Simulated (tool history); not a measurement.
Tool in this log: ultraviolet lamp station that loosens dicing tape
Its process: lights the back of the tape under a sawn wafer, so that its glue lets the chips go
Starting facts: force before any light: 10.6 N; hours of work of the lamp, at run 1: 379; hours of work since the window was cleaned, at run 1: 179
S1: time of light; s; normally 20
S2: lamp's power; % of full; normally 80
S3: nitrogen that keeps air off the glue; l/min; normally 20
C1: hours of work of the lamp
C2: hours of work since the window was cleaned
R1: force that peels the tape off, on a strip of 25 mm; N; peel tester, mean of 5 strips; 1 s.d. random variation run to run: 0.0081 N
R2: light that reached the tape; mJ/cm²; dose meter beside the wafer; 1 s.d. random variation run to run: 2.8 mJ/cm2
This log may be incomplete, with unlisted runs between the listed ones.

| run | hour | S1 | S2 | S3 | C1 | C2 | R1 | R2 |
|---|---|---|---|---|---|---|---|---|
| 1 | 0.0 | 20 | 80 | 20 | 379 | 179 | 0.330 | 390 |
| 2 | 7.9 | 20 | 80 | 20 | 384 | 185 | 0.324 | 388 |
| 3 | 17.1 | 20 | 80 | 20 | 390 | 191 | 0.327 | 395 |
| 4 | 25.5 | 20 | 80 | 20 | 395 | 196 | 0.323 | 390 |
| 5 | 34.7 | 18 | 80 | 20 | 401 | 202 | 0.414 | 350 |
| 6 | 49.9 | 18 | 80 | 30 | 411 | 212 | 0.348 | 348 |
| 7 | 60.6 | 18 | 80 | 30 | 418 | 219 | 0.347 | 353 |
| 8 | 74.8 | 20 | 80 | 20 | 427 | 228 | 0.310 | 393 |
| 9 | 85.1 | 20 | 80 | 20 | 434 | 234 | 0.318 | 390 |
| 10 | 98.8 | 20 | 80 | 20 | 443 | 243 | 0.311 | 390 |
| 11 | 108.4 | 20 | 66 | 20 | 449 | 250 | 0.530 | 324 |
| 12 | 120.8 | 18 | 80 | 20 | 457 | 258 | 0.411 | 351 |
| 13 | 132.1 | 18 | 80 | 20 | 464 | 265 | 0.418 | 355 |
| 14 | 143.4 | 30 | 80 | 20 | 472 | 272 | 0.139 | 583 |
| 15 | 155.6 | 30 | 80 | 20 | 480 | 280 | 0.141 | 584 |
| 16 | 163.2 | 30 | 86 | 30 | 484 | 285 | 0.134 | 631 |
| 17 | 176.0 | 17 | 80 | 8 | 493 | 293 | 0.864 | 332 |
| 18 | 184.3 | 11 | 80 | 30 | 498 | 299 | 1.148 | 217 |
| 19 | 194.7 | 11 | 69 | 7 | 505 | 305 | 2.679 | 188 |
| 20 | 203.0 | 28 | 69 | 7 | 510 | 311 | 0.388 | 473 |
| 21 | 211.7 | 32 | 74 | 6 | 516 | 316 | 0.256 | 585 |
| 22 | 226.0 | 17 | 72 | 29 | 525 | 326 | 0.540 | 298 |
| 23 | 234.1 | 20 | 62 | 26 | 530 | 331 | 0.530 | 304 |
| 24 | 241.0 | 20 | 62 | 26 | 535 | 335 | 0.547 | 306 |
|  | 247.2 | window cleaned of glue's vapour |
| 25 | 256.8 | 20 | 62 | 26 | 545 | 6 | 0.556 | 298 |
| 26 | 265.3 | 20 | 62 | 26 | 550 | 12 | 0.572 | 301 |

Consider 4 possible next runs. They are alternatives, not a sequence: every one starts from the tool as it was left by run 26. What does each give?
| A | 274.9 | 20 | 60 | 20 | 556 | 18 | ? | ? |
| B | 274.9 | 36 | 80 | 33 | 556 | 18 | ? | ? |
| C | 274.9 | 12 | 62 | 30 | 556 | 18 | ? | ? |
| D | 274.9 | 24 | 80 | 20 | 556 | 18 | ? | ? |

| run | R1 | R2 |
|---|---|---|
| A | 0.692 | 292 |
| B | 0.106 | 711 |
| C | 1.552 | 182 |
| D | 0.211 | 472 |
With no hidden state in the tool, these same runs would have given:
| run | R1 | R2 |
|---|---|---|
| A | 0.691 | 292 |
| B | 0.106 | 711 |
| C | 1.550 | 182 |
| D | 0.211 | 473 |
